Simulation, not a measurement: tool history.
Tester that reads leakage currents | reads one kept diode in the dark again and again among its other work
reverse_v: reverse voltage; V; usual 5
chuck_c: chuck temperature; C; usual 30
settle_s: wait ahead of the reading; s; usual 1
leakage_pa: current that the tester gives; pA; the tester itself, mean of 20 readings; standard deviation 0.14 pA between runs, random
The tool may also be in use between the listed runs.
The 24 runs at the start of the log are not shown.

run,day,reverse_v,chuck_c,settle_s,leakage_pa
25,52.638,5.25,22,5.92,21.41
26,55.483,1.97,46,1.33,108.44
27,57.867,1.97,41,1.49,70.12
28,59.558,1.97,41,1.49,70.48
29,61.188,1.97,41,1.49,70.22
30,63.621,1.97,41,1.49,69.89
31,65.275,2.14,54,4.59,217.17
32,66.742,13.58,21,1,36.91
33,69.829,13.58,21,3.66,34.43
34,72.642,4.66,30,1,42.31
35,74.633,4.66,30,1,42.33
36,76.858,18.97,22,1,49.76
37,79.938,11.2,57,7.83,670.64
38,82.567,11.2,57,7.83,669.26
39,85.65,9.98,36,1.21,109.14

4 options for the next run, each taken on its own from the tool as it stands now. Forecast them:
A,88.5,2.15,34,1,?
B,88.5,1.43,43,3.17,?
C,88.5,3.16,30,1.04,?
D,88.5,5,38,1,?

run,leakage_pa
A,38.76
B,67.89
C,33.67
D,88.24
Without the tool's unlogged condition, the same runs would have read:
run,leakage_pa
A,39.12
B,69.18
C,33.57
D,88.94

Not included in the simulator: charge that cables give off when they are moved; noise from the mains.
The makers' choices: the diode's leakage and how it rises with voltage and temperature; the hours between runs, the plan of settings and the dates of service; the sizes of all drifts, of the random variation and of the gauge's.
